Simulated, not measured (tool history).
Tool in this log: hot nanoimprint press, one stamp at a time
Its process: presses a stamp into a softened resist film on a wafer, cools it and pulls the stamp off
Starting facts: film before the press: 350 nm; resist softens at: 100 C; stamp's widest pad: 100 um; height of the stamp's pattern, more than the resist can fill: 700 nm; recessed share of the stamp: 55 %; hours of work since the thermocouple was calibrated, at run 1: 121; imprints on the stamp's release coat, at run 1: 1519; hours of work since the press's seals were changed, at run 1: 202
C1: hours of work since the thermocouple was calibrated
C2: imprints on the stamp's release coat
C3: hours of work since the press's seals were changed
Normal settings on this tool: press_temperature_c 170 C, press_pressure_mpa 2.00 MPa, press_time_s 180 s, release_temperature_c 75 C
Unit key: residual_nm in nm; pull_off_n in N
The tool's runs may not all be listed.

{"run": 1, "hour": 0.0, "press_temperature_c": 170, "press_pressure_mpa": 2.0, "press_time_s": 180, "release_temperature_c": 75, "C1": 121, "C2": 1519, "C3": 202, "residual_nm": 158.9, "pull_off_n": 137}
{"run": 2, "hour": 6.9, "press_temperature_c": 170, "press_pressure_mpa": 2.0, "press_time_s": 180, "release_temperature_c": 75, "C1": 126, "C2": 1535, "C3": 206, "residual_nm": 158.7, "pull_off_n": 134}
{"run": 3, "hour": 16.1, "press_temperature_c": 170, "press_pressure_mpa": 2.0, "press_time_s": 180, "release_temperature_c": 75, "C1": 132, "C2": 1556, "C3": 213, "residual_nm": 158.3, "pull_off_n": 134}
{"run": 4, "hour": 25.4, "press_temperature_c": 170, "press_pressure_mpa": 2.0, "press_time_s": 203, "release_temperature_c": 75, "C1": 139, "C2": 1578, "C3": 219, "residual_nm": 151.6, "pull_off_n": 135}
{"run": 5, "hour": 33.9, "press_temperature_c": 170, "press_pressure_mpa": 2.0, "press_time_s": 180, "release_temperature_c": 75, "C1": 145, "C2": 1598, "C3": 225, "residual_nm": 159.5, "pull_off_n": 138}
{"run": 6, "hour": 40.3, "press_temperature_c": 170, "press_pressure_mpa": 2.0, "press_time_s": 180, "release_temperature_c": 75, "C1": 149, "C2": 1612, "C3": 230, "residual_nm": 157.7, "pull_off_n": 141}
{"run": 7, "hour": 44.8, "press_temperature_c": 170, "press_pressure_mpa": 2.0, "press_time_s": 193, "release_temperature_c": 75, "C1": 152, "C2": 1623, "C3": 233, "residual_nm": 155.1, "pull_off_n": 139}
{"run": 8, "hour": 50.6, "press_temperature_c": 170, "press_pressure_mpa": 2.0, "press_time_s": 193, "release_temperature_c": 75, "C1": 156, "C2": 1636, "C3": 237, "residual_nm": 154.1, "pull_off_n": 139}
{"run": 9, "hour": 56.5, "press_temperature_c": 170, "press_pressure_mpa": 2.0, "press_time_s": 193, "release_temperature_c": 75, "C1": 161, "C2": 1650, "C3": 241, "residual_nm": 154.0, "pull_off_n": 135}
{"run": 10, "hour": 64.1, "press_temperature_c": 170, "press_pressure_mpa": 2.0, "press_time_s": 155, "release_temperature_c": 75, "C1": 166, "C2": 1667, "C3": 246, "residual_nm": 166.6, "pull_off_n": 147}
{"run": 11, "hour": 73.6, "press_temperature_c": 170, "press_pressure_mpa": 2.0, "press_time_s": 155, "release_temperature_c": 75, "C1": 172, "C2": 1689, "C3": 253, "residual_nm": 165.9, "pull_off_n": 135}
{"run": 12, "hour": 78.5, "press_temperature_c": 170, "press_pressure_mpa": 2.0, "press_time_s": 155, "release_temperature_c": 75, "C1": 176, "C2": 1701, "C3": 256, "residual_nm": 165.5, "pull_off_n": 141}
{"run": 13, "hour": 83.9, "press_temperature_c": 170, "press_pressure_mpa": 2.0, "press_time_s": 180, "release_temperature_c": 75, "C1": 180, "C2": 1713, "C3": 260, "residual_nm": 159.3, "pull_off_n": 145}
{"run": 14, "hour": 93.1, "press_temperature_c": 170, "press_pressure_mpa": 2.0, "press_time_s": 180, "release_temperature_c": 75, "C1": 186, "C2": 1734, "C3": 266, "residual_nm": 157.6, "pull_off_n": 140}
{"run": 15, "hour": 99.1, "press_temperature_c": 170, "press_pressure_mpa": 2.36, "press_time_s": 180, "release_temperature_c": 75, "C1": 190, "C2": 1748, "C3": 271, "residual_nm": 142.9, "pull_off_n": 138}
{"run": 16, "hour": 108.6, "press_temperature_c": 161, "press_pressure_mpa": 2.36, "press_time_s": 180, "release_temperature_c": 65, "C1": 197, "C2": 1770, "C3": 277, "residual_nm": 203.4, "pull_off_n": 149}
{"run": 17, "hour": 114.1, "press_temperature_c": 170, "press_pressure_mpa": 1.75, "press_time_s": 180, "release_temperature_c": 65, "C1": 201, "C2": 1783, "C3": 281, "residual_nm": 171.1, "pull_off_n": 151}
{"run": 18, "hour": 123.0, "press_temperature_c": 170, "press_pressure_mpa": 1.75, "press_time_s": 180, "release_temperature_c": 65, "C1": 207, "C2": 1803, "C3": 287, "residual_nm": 169.3, "pull_off_n": 151}
{"hour": 126.6, "done": "plate thermocouple calibrated"}
{"run": 19, "hour": 133.7, "press_temperature_c": 170, "press_pressure_mpa": 1.75, "press_time_s": 180, "release_temperature_c": 65, "C1": 5, "C2": 1821, "C3": 293, "residual_nm": 166.2, "pull_off_n": 157}
{"run": 20, "hour": 139.3, "press_temperature_c": 170, "press_pressure_mpa": 2.0, "press_time_s": 164, "release_temperature_c": 83, "C1": 9, "C2": 1834, "C3": 297, "residual_nm": 162.0, "pull_off_n": 136}
{"run": 21, "hour": 145.2, "press_temperature_c": 170, "press_pressure_mpa": 2.27, "press_time_s": 332, "release_temperature_c": 77, "C1": 13, "C2": 1848, "C3": 301, "residual_nm": 118.0, "pull_off_n": 140}
{"run": 22, "hour": 154.2, "press_temperature_c": 175, "press_pressure_mpa": 2.27, "press_time_s": 133, "release_temperature_c": 77, "C1": 19, "C2": 1869, "C3": 307, "residual_nm": 132.1, "pull_off_n": 140}
{"hour": 157.9, "done": "plate thermocouple calibrated, once more"}
{"run": 23, "hour": 164.7, "press_temperature_c": 170, "press_pressure_mpa": 2.34, "press_time_s": 95, "release_temperature_c": 66, "C1": 5, "C2": 1886, "C3": 312, "residual_nm": 181.8, "pull_off_n": 152}
{"run": 24, "hour": 168.9, "press_temperature_c": 170, "press_pressure_mpa": 2.34, "press_time_s": 95, "release_temperature_c": 66, "C1": 8, "C2": 1896, "C3": 315, "residual_nm": 181.5, "pull_off_n": 157}
{"run": 25, "hour": 172.9, "press_temperature_c": 170, "press_pressure_mpa": 2.0, "press_time_s": 331, "release_temperature_c": 75, "C1": 10, "C2": 1905, "C3": 318, "residual_nm": 132.9, "pull_off_n": 143}
{"run": 26, "hour": 181.3, "press_temperature_c": 170, "press_pressure_mpa": 1.68, "press_time_s": 109, "release_temperature_c": 75, "C1": 16, "C2": 1924, "C3": 324, "residual_nm": 205.1, "pull_off_n": 147}
{"run": 27, "hour": 185.4, "press_temperature_c": 170, "press_pressure_mpa": 2.0, "press_time_s": 168, "release_temperature_c": 75, "C1": 19, "C2": 1934, "C3": 327, "residual_nm": 165.1, "pull_off_n": 149}
{"run": 28, "hour": 189.6, "press_temperature_c": 170, "press_pressure_mpa": 2.0, "press_time_s": 168, "release_temperature_c": 75, "C1": 22, "C2": 1944, "C3": 329, "residual_nm": 164.9, "pull_off_n": 144}
{"run": 29, "hour": 198.4, "press_temperature_c": 159, "press_pressure_mpa": 2.0, "press_time_s": 180, "release_temperature_c": 81, "C1": 28, "C2": 1964, "C3": 336, "residual_nm": 240.6, "pull_off_n": 139}
{"run": 30, "hour": 203.6, "press_temperature_c": 159, "press_pressure_mpa": 2.0, "press_time_s": 106, "release_temperature_c": 71, "C1": 32, "C2": 1976, "C3": 339, "residual_nm": 271.2, "pull_off_n": 153}

Hidden state or all else? Some run-to-run changes of residual_nm, split into what the settings, what came in and random variation would give without the hidden state, and what is left for the hidden state (with any gauge scatter that isn't in both results):
What the log doesn't record here: true temperature over the reading, C; pressure that arrives at the usual setting, %; grip of the stamp's worn release coat, % over a new coat's; drift of the gauge itself on residual_nm, %; drift of the gauge itself on pull_off_n, %.
Run 15 -> 16: press_temperature_c 170 -> 161, release_temperature_c 75 -> 65. residual_nm +60.5 nm: hidden state -1.0, all else +61.5.
Run 18 -> 19: plate thermocouple calibrated. residual_nm -3.1 nm: hidden state -1.6, all else -1.5.
Run 22 -> 23: press_temperature_c 175 -> 170, press_pressure_mpa 2.27 -> 2.34, press_time_s 133 -> 95, release_temperature_c 77 -> 66, plate thermocouple calibrated, once more. residual_nm +49.7 nm: hidden state +5.5, all else +44.2.
Run 25 -> 26: press_pressure_mpa 2.00 -> 1.68, press_time_s 331 -> 109. residual_nm +72.2 nm: hidden state +0.2, all else +72.0.
Run 28 -> 29: press_temperature_c 170 -> 159, press_time_s 168 -> 180, release_temperature_c 75 -> 81. residual_nm +75.7 nm: hidden state +0.2, all else +75.5.
